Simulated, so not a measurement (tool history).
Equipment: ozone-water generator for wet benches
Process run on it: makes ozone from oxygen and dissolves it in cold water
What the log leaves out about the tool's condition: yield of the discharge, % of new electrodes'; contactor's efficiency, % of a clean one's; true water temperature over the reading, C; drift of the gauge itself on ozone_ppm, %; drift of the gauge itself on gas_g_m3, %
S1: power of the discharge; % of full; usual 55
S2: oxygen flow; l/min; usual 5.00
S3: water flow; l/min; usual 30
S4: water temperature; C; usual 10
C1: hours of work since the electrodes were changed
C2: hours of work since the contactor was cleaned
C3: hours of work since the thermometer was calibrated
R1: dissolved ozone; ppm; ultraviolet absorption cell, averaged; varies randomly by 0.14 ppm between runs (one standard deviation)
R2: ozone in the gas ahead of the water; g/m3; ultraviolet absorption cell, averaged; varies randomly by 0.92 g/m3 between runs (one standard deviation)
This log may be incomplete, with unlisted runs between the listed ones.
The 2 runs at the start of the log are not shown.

Run 3, day 2.929: usual settings but S4 7 C; C1 526; C2 526; C3 3514. Result: R1 15.9 ppm, R2 156.7 g/m3.
Run 4, day 5.133: usual settings but S4 14 C; C1 575; C2 575; C3 3563. Result: R1 14.8 ppm, R2 155.6 g/m3.
Run 5, day 6.954: usual settings but S2 2.61 l/min; C1 616; C2 616; C3 3604. Result: R1 14.3 ppm, R2 240.4 g/m3.
Run 6, day 8.692: usual settings; C1 655; C2 655; C3 3643. Result: R1 15.3 ppm, R2 155.0 g/m3.
Run 7, day 11.362: usual settings; C1 715; C2 715; C3 3702. Result: R1 15.6 ppm, R2 156.0 g/m3.
Run 8, day 13.633: usual settings; C1 766; C2 766; C3 3753. Result: R1 15.4 ppm, R2 154.8 g/m3.
Run 9, day 15.612: usual settings; C1 810; C2 810; C3 3798. Result: R1 15.5 ppm, R2 153.8 g/m3.
Run 10, day 17.996: usual settings; C1 863; C2 863; C3 3851. Result: R1 15.5 ppm, R2 154.7 g/m3.
Run 11, day 19.783: usual settings; C1 903; C2 903; C3 3891. Result: R1 15.3 ppm, R2 155.9 g/m3.
Run 12, day 21.679: usual settings; C1 946; C2 946; C3 3933. Result: R1 15.7 ppm, R2 154.3 g/m3.
Run 13, day 24.117: usual settings; C1 1000; C2 1000; C3 3988. Result: R1 15.3 ppm, R2 154.3 g/m3.
Run 14, day 25.425: usual settings; C1 1029; C2 1029; C3 4017. Result: R1 15.2 ppm, R2 156.8 g/m3.
Run 15, day 27.725: usual settings; C1 1081; C2 1081; C3 4068. Result: R1 15.4 ppm, R2 154.5 g/m3.
Run 16, day 29.750: usual settings but S3 25 l/min; C1 1126; C2 1126; C3 4114. Result: R1 17.8 ppm, R2 156.3 g/m3.

Run 17, settings as shown, results not yet in. Your forecast:
Run 17, day 32.304: usual settings but S3 25 l/min; C1 1183; C2 1183; C3 4171. Result: R1 ?, R2 ?.

{"run 17": {"R1": 17.8, "R2": 155.0}}
Without the tool's hidden state the same run would have given R1 17.8 ppm, R2 155.0 g/m3.
